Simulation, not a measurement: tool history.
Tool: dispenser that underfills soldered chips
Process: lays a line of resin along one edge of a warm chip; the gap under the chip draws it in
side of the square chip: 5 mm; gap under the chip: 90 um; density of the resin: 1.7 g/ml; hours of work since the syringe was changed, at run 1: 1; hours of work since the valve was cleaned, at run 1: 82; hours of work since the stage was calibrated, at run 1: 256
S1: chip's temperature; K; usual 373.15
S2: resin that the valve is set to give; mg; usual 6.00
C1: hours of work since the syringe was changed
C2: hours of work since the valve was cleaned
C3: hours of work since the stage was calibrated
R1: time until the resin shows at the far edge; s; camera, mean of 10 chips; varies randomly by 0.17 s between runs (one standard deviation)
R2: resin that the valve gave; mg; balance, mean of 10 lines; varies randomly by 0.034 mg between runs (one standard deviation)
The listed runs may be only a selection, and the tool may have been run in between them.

run 1 hour=0.0 | S1=373.15 S2=6.00 | C1=1 C2=82 C3=256 | R1=5.8 R2=5.50
run 2 hour=9.6 | S1=373.15 S2=6.00 | C1=8 C2=88 C3=262 | R1=7.2 R2=5.48
-- hour=13.9 new syringe of resin
run 3 hour=18.3 | S1=373.15 S2=6.00 | C1=3 C2=94 C3=268 | R1=5.4 R2=5.46
run 4 hour=28.2 | S1=373.15 S2=6.00 | C1=9 C2=100 C3=274 | R1=7.5 R2=5.47
-- hour=29.9 new syringe of resin
run 5 hour=38.2 | S1=373.15 S2=6.00 | C1=5 C2=107 C3=280 | R1=7.0 R2=5.41
run 6 hour=44.9 | S1=363.15 S2=6.00 | C1=10 C2=111 C3=285 | R1=11.8 R2=5.33
-- hour=45.9 new syringe of resin
run 7 hour=51.0 | S1=366.15 S2=6.20 | C1=3 C2=115 C3=289 | R1=8.0 R2=5.56
-- hour=61.7 new syringe of resin
run 8 hour=63.8 | S1=359.15 S2=6.80 | C1=1 C2=123 C3=297 | R1=9.1 R2=6.02
-- hour=69.6 dispensing valve cleaned and set on the balance
run 9 hour=71.7 | S1=387.15 S2=6.00 | C1=6 C2=1 C3=301 | R1=3.8 R2=6.01
-- hour=78.9 new syringe of resin
run 10 hour=82.3 | S1=369.15 S2=6.03 | C1=2 C2=8 C3=308 | R1=6.4 R2=6.00
run 11 hour=92.1 | S1=369.15 S2=6.03 | C1=9 C2=14 C3=314 | R1=8.9 R2=5.95

Predict each of these 3 candidate next runs independently; none follows another, all start after run 11:
-- hour=94.6 new syringe of resin
run A hour=98.1 | S1=375.15 S2=6.02 | C1=2 C2=18 C3=318 | R1=? R2=?
-- hour=94.6 new syringe of resin
run B hour=98.1 | S1=380.15 S2=6.29 | C1=2 C2=18 C3=318 | R1=? R2=?
-- hour=94.6 new syringe of resin
run C hour=98.1 | S1=375.15 S2=6.03 | C1=2 C2=18 C3=318 | R1=? R2=?

run=A R1=5.0 R2=5.87
run=B R1=4.0 R2=6.19
run=C R1=5.1 R2=5.95
With no hidden state in the tool, these same runs would have given:
run=A R1=4.7 R2=5.97
run=B R1=3.8 R2=6.29
run=C R1=4.8 R2=6.04
